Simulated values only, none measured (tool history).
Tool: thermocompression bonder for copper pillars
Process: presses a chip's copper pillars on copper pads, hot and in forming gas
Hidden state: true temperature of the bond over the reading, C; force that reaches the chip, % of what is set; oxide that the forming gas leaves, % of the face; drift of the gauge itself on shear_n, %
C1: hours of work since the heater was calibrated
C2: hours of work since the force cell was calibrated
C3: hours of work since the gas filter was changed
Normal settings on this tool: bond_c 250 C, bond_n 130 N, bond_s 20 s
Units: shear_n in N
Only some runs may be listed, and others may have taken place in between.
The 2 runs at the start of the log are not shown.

Run 3, hour 28.7: usual settings but bond_s 45 s; C1 350; C2 397; C3 179. Result: shear_n 55.5 N.
Run 4, hour 47.0: usual settings but bond_s 45 s; C1 364; C2 411; C3 194. Result: shear_n 55.7 N.
At hour 63.4: forming gas filter changed.
Run 5, hour 65.4: usual settings but bond_s 34 s; C1 378; C2 426; C3 2. Result: shear_n 51.1 N.
Run 6, hour 76.5: usual settings but bond_s 34 s; C1 387; C2 434; C3 10. Result: shear_n 52.1 N.
Run 7, hour 92.7: usual settings but bond_s 34 s; C1 400; C2 447; C3 23. Result: shear_n 51.3 N.
Run 8, hour 106.9: usual settings but bond_n 155 N; C1 411; C2 458; C3 34. Result: shear_n 49.6 N.
Run 9, hour 119.3: usual settings but bond_n 155 N; C1 421; C2 468; C3 44. Result: shear_n 48.6 N.
Run 10, hour 135.7: usual settings but bond_n 155 N; C1 434; C2 481; C3 57. Result: shear_n 49.6 N.
Run 11, hour 153.6: usual settings but bond_n 155 N; C1 448; C2 495; C3 71. Result: shear_n 50.1 N.
Run 12, hour 167.1: usual settings; C1 459; C2 506; C3 82. Result: shear_n 44.5 N.
Run 13, hour 184.8: usual settings; C1 473; C2 520; C3 96. Result: shear_n 43.9 N.
Run 14, hour 205.5: usual settings but bond_n 129 N; C1 489; C2 536; C3 112. Result: shear_n 43.5 N.
Run 15, hour 223.8: usual settings but bond_n 129 N; C1 503; C2 551; C3 127. Result: shear_n 42.4 N.
Run 16, hour 238.7: usual settings but bond_n 129 N; C1 515; C2 563; C3 139. Result: shear_n 43.4 N.
Run 17, hour 259.4: usual settings; C1 532; C2 579; C3 155. Result: shear_n 43.6 N.
Run 18, hour 282.9: usual settings but bond_c 230 C, bond_n 149 N; C1 550; C2 597; C3 174. Result: shear_n 35.1 N.
Run 19, hour 295.7: usual settings but bond_c 275 C, bond_n 101 N, bond_s 47 s; C1 560; C2 608; C3 184. Result: shear_n 62.6 N.
Run 20, hour 317.1: usual settings but bond_c 275 C, bond_n 101 N, bond_s 47 s; C1 577; C2 624; C3 201. Result: shear_n 63.6 N.

What does the tool deliver on the next run?
At hour 324.1: forming gas filter changed.
Run 21, hour 336.9: usual settings but bond_c 275 C, bond_n 101 N, bond_s 47 s; C1 592; C2 640; C3 10. Result: shear_n ?.

{"run 21": {"shear_n": 64.3}}
On a tool with no hidden condition, and with the same random variation, this run would have come out at shear_n 64.4 N.
